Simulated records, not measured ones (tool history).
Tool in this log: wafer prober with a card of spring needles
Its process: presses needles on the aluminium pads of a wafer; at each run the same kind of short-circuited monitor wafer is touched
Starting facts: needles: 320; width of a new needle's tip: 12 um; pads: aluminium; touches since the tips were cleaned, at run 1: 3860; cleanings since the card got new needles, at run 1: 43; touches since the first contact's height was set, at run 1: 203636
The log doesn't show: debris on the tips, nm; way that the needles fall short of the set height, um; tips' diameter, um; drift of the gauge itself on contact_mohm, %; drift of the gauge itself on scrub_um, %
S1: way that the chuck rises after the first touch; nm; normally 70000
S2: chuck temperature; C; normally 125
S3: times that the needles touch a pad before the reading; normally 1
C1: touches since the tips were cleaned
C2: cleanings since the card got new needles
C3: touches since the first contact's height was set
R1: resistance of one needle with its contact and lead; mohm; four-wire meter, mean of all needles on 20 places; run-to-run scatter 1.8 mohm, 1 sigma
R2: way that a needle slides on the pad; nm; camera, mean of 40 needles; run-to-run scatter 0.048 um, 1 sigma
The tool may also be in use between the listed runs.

| run | hour | S1 | S2 | S3 | C1 | C2 | C3 | R1 | R2 |
|---|---|---|---|---|---|---|---|---|---|
| 1 | 0.0 | 70000 | 125 | 1 | 3860 | 43 | 203636 | 236 | 15750 |
|  | 1.7 | tips cleaned on abrasive film |
|  | 13.1 | tips cleaned on abrasive film |
|  | 18.4 | height of the first contact set anew |
| 2 | 22.2 | 70000 | 125 | 1 | 3524 | 45 | 1538 | 225 | 16350 |
|  | 24.4 | tips cleaned on abrasive film |
|  | 36.9 | tips cleaned on abrasive film |
|  | 47.4 | tips cleaned on abrasive film |
| 3 | 48.3 | 70000 | 125 | 1 | 391 | 48 | 11994 | 201 | 16380 |
|  | 59.5 | tips cleaned on abrasive film |
| 4 | 61.9 | 70000 | 125 | 1 | 970 | 49 | 17424 | 206 | 16310 |
|  | 70.5 | tips cleaned on abrasive film |
|  | 81.8 | tips cleaned on abrasive film |
| 5 | 81.8 | 70000 | 106 | 1 | 0 | 51 | 25379 | 197 | 16250 |
|  | 94.2 | tips cleaned on abrasive film |
| 6 | 96.5 | 70000 | 106 | 1 | 926 | 52 | 31270 | 205 | 16310 |
|  | 105.6 | tips cleaned on abrasive film |
|  | 116.9 | tips cleaned on abrasive film |
|  | 128.0 | tips cleaned on abrasive film |
| 7 | 128.2 | 70000 | 106 | 1 | 70 | 55 | 43970 | 196 | 16290 |
|  | 138.3 | tips cleaned on abrasive film |
| 8 | 143.5 | 70000 | 106 | 1 | 2100 | 56 | 50096 | 222 | 16180 |
|  | 150.3 | tips cleaned on abrasive film |
| 9 | 159.1 | 70000 | 106 | 1 | 3523 | 57 | 56353 | 228 | 16260 |
|  | 161.6 | tips cleaned on abrasive film |
|  | 173.2 | tips cleaned on abrasive film |
| 10 | 173.6 | 70000 | 106 | 1 | 137 | 59 | 62140 | 194 | 16150 |
|  | 185.1 | tips cleaned on abrasive film |
| 11 | 191.4 | 70000 | 106 | 1 | 2562 | 60 | 69302 | 219 | 16140 |
|  | 195.7 | tips cleaned on abrasive film |
|  | 207.9 | tips cleaned on abrasive film |
| 12 | 210.4 | 70000 | 106 | 1 | 1005 | 62 | 76882 | 206 | 16070 |
|  | 220.3 | tips cleaned on abrasive film |
|  | 231.3 | tips cleaned on abrasive film |
| 13 | 238.2 | 70000 | 106 | 1 | 2803 | 64 | 88044 | 225 | 16030 |
|  | 241.9 | tips cleaned on abrasive film |
|  | 253.0 | tips cleaned on abrasive film |
|  | 264.4 | tips cleaned on abrasive film |
| 14 | 267.9 | 70000 | 125 | 1 | 1418 | 67 | 99906 | 212 | 16000 |
|  | 275.9 | tips cleaned on abrasive film |
|  | 286.0 | tips cleaned on abrasive film |
|  | 296.8 | tips cleaned on abrasive film |
| 15 | 299.5 | 79000 | 125 | 1 | 1111 | 70 | 112579 | 210 | 18120 |
|  | 307.1 | tips cleaned on abrasive film |
|  | 317.4 | tips cleaned on abrasive film |
|  | 328.4 | tips cleaned on abrasive film |
| 16 | 330.4 | 70000 | 27 | 1 | 825 | 73 | 124945 | 192 | 15960 |
|  | 339.2 | tips cleaned on abrasive film |
|  | 349.5 | tips cleaned on abrasive film |
| 17 | 349.5 | 70000 | 27 | 1 | 0 | 75 | 132569 | 181 | 15910 |
|  | 359.8 | tips cleaned on abrasive film |
|  | 371.9 | tips cleaned on abrasive film |
| 18 | 373.4 | 56000 | 29 | 1 | 598 | 77 | 142136 | 194 | 12680 |
|  | 382.1 | tips cleaned on abrasive film |
|  | 392.9 | tips cleaned on abrasive film |
|  | 403.3 | tips cleaned on abrasive film |
| 19 | 403.3 | 70000 | 125 | 2 | 0 | 80 | 154091 | 196 | 15880 |
|  | 415.7 | tips cleaned on abrasive film |
|  | 426.6 | tips cleaned on abrasive film |
| 20 | 434.3 | 70000 | 125 | 2 | 3079 | 82 | 166519 | 216 | 15800 |
|  | 438.5 | tips cleaned on abrasive film |
|  | 450.7 | tips cleaned on abrasive film |
| 21 | 455.1 | 70000 | 125 | 2 | 1791 | 84 | 174862 | 208 | 15710 |
|  | 462.0 | tips cleaned on abrasive film |
|  | 472.8 | tips cleaned on abrasive film |
| 22 | 472.9 | 70000 | 38 | 2 | 41 | 86 | 181964 | 177 | 15760 |
|  | 483.3 | tips cleaned on abrasive film |
|  | 495.5 | tips cleaned on abrasive film |
| 23 | 499.6 | 55000 | 76 | 1 | 1658 | 88 | 192678 | 225 | 12280 |
|  | 506.5 | tips cleaned on abrasive film |
|  | 518.5 | tips cleaned on abrasive film |
|  | 530.6 | tips cleaned on abrasive film |
| 24 | 531.6 | 89000 | 26 | 2 | 398 | 91 | 205469 | 176 | 20070 |
|  | 542.6 | tips cleaned on abrasive film |
|  | 544.8 | height of the first contact set anew |
|  | 553.9 | tips cleaned on abrasive film |
| 25 | 556.7 | 89000 | 34 | 2 | 1153 | 93 | 4795 | 179 | 20930 |
|  | 565.3 | tips cleaned on abrasive film |
|  | 577.2 | tips cleaned on abrasive film |
|  | 587.3 | tips cleaned on abrasive film |
| 26 | 588.4 | 62000 | 41 | 2 | 457 | 96 | 17474 | 189 | 14530 |
|  | 598.9 | tips cleaned on abrasive film |
|  | 609.7 | tips cleaned on abrasive film |
| 27 | 609.9 | 67000 | 40 | 3 | 86 | 98 | 26058 | 178 | 15530 |
|  | 619.8 | tips cleaned on abrasive film |
|  | 631.0 | tips cleaned on abrasive film |
| 28 | 640.3 | 70000 | 125 | 1 | 3796 | 100 | 38290 | 237 | 16230 |
|  | 642.9 | tips cleaned on abrasive film |
|  | 653.9 | tips cleaned on abrasive film |
|  | 664.9 | tips cleaned on abrasive film |
| 29 | 671.1 | 57000 | 30 | 3 | 2504 | 103 | 50591 | 195 | 13160 |

Alternative continuations, all from the tool just after run 29; predict every row:
|  | 675.4 | tips cleaned on abrasive film |
|  | 685.5 | tips cleaned on abrasive film |
| A | 693.6 | 84000 | 125 | 2 | 3268 | 105 | 59600 | ? | ? |
|  | 675.4 | tips cleaned on abrasive film |
|  | 685.5 | tips cleaned on abrasive film |
| B | 693.6 | 77000 | 36 | 3 | 3268 | 105 | 59600 | ? | ? |
|  | 675.4 | tips cleaned on abrasive film |
|  | 685.5 | tips cleaned on abrasive film |
| C | 693.6 | 57000 | 74 | 1 | 3268 | 105 | 59600 | ? | ? |
|  | 675.4 | tips cleaned on abrasive film |
|  | 685.5 | tips cleaned on abrasive film |
| D | 693.6 | 54000 | 125 | 2 | 3268 | 105 | 59600 | ? | ? |

| run | R1 | R2 |
|---|---|---|
| A | 208 | 19420 |
| B | 190 | 17760 |
| C | 249 | 13110 |
| D | 235 | 12440 |
Without the tool's hidden state the same runs would have given:
| run | R1 | R2 |
|---|---|---|
| A | 189 | 19610 |
| B | 174 | 17960 |
| C | 184 | 13300 |
| D | 194 | 12630 |

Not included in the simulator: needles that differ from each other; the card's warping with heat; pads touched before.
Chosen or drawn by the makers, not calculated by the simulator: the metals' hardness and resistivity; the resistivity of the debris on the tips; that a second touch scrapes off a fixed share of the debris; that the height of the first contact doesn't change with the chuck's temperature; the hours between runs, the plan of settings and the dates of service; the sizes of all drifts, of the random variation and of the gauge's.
